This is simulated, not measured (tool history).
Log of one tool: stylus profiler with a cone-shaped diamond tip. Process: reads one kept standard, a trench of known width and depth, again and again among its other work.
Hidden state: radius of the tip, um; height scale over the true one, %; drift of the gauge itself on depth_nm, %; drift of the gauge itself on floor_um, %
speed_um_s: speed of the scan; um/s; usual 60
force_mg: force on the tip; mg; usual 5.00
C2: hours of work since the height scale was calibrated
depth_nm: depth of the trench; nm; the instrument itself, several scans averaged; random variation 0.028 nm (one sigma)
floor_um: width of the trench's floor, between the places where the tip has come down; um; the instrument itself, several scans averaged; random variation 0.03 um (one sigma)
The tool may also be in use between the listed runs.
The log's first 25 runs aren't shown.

run 26 hour=374.6 | speed_um_s=74 force_mg=5.00 | scans_with_this_tip=2216 C2=21 | depth_nm=100.82 floor_um=28.53
run 27 hour=389.5 | speed_um_s=49 force_mg=2.29 | scans_with_this_tip=2294 C2=31 | depth_nm=100.48 floor_um=28.52
-- hour=399.0 height scale calibrated on a step standard, once more
run 28 hour=402.4 | speed_um_s=26 force_mg=5.68 | scans_with_this_tip=2359 C2=2 | depth_nm=100.95 floor_um=28.61
run 29 hour=421.9 | speed_um_s=31 force_mg=1.72 | scans_with_this_tip=2460 C2=15 | depth_nm=100.41 floor_um=28.59
run 30 hour=435.2 | speed_um_s=20 force_mg=5.00 | scans_with_this_tip=2530 C2=24 | depth_nm=100.88 floor_um=28.64
run 31 hour=453.9 | speed_um_s=153 force_mg=1.97 | scans_with_this_tip=2627 C2=37 | depth_nm=100.48 floor_um=28.12
run 32 hour=467.5 | speed_um_s=105 force_mg=13.61 | scans_with_this_tip=2699 C2=46 | depth_nm=101.69 floor_um=28.56
run 33 hour=479.5 | speed_um_s=181 force_mg=5.00 | scans_with_this_tip=2761 C2=54 | depth_nm=100.94 floor_um=28.30
run 34 hour=491.1 | speed_um_s=39 force_mg=11.60 | scans_with_this_tip=2822 C2=62 | depth_nm=101.55 floor_um=28.60
run 35 hour=504.0 | speed_um_s=59 force_mg=9.61 | scans_with_this_tip=2889 C2=70 | depth_nm=101.33 floor_um=28.57
run 36 hour=520.7 | speed_um_s=25 force_mg=5.74 | scans_with_this_tip=2976 C2=81 | depth_nm=100.93 floor_um=28.61
run 37 hour=532.9 | speed_um_s=154 force_mg=5.23 | scans_with_this_tip=3040 C2=90 | depth_nm=100.92 floor_um=28.32
run 38 hour=544.5 | speed_um_s=154 force_mg=5.23 | scans_with_this_tip=3100 C2=97 | depth_nm=100.86 floor_um=28.31
run 39 hour=563.0 | speed_um_s=39 force_mg=3.48 | scans_with_this_tip=3197 C2=110 | depth_nm=100.71 floor_um=28.54
run 40 hour=572.0 | speed_um_s=149 force_mg=3.66 | scans_with_this_tip=3244 C2=116 | depth_nm=100.70 floor_um=28.31
run 41 hour=591.1 | speed_um_s=149 force_mg=3.66 | scans_with_this_tip=3343 C2=129 | depth_nm=100.72 floor_um=28.27
run 42 hour=609.7 | speed_um_s=47 force_mg=4.23 | scans_with_this_tip=3441 C2=141 | depth_nm=100.74 floor_um=28.53
run 43 hour=621.4 | speed_um_s=47 force_mg=4.23 | scans_with_this_tip=3502 C2=149 | depth_nm=100.75 floor_um=28.50
run 44 hour=637.3 | speed_um_s=100 force_mg=2.14 | scans_with_this_tip=3584 C2=159 | depth_nm=100.52 floor_um=28.30
run 45 hour=655.1 | speed_um_s=100 force_mg=7.43 | scans_with_this_tip=3678 C2=171 | depth_nm=101.16 floor_um=28.51
run 46 hour=665.3 | speed_um_s=84 force_mg=4.38 | scans_with_this_tip=3731 C2=178 | depth_nm=100.81 floor_um=28.39

Forecast each of these 3 alternatives for the next run:
run A hour=684.8 | speed_um_s=43 force_mg=8.17 | scans_with_this_tip=3832 C2=191 | depth_nm=? floor_um=?
run B hour=684.8 | speed_um_s=84 force_mg=3.39 | scans_with_this_tip=3832 C2=191 | depth_nm=? floor_um=?
run C hour=684.8 | speed_um_s=42 force_mg=13.03 | scans_with_this_tip=3832 C2=191 | depth_nm=? floor_um=?

run=A depth_nm=101.19 floor_um=28.54
run=B depth_nm=100.66 floor_um=28.39
run=C depth_nm=101.63 floor_um=28.59
Without the tool's hidden state the same runs would have given:
run=A depth_nm=101.22 floor_um=28.67
run=B depth_nm=100.69 floor_um=28.51
run=C depth_nm=101.66 floor_um=28.71
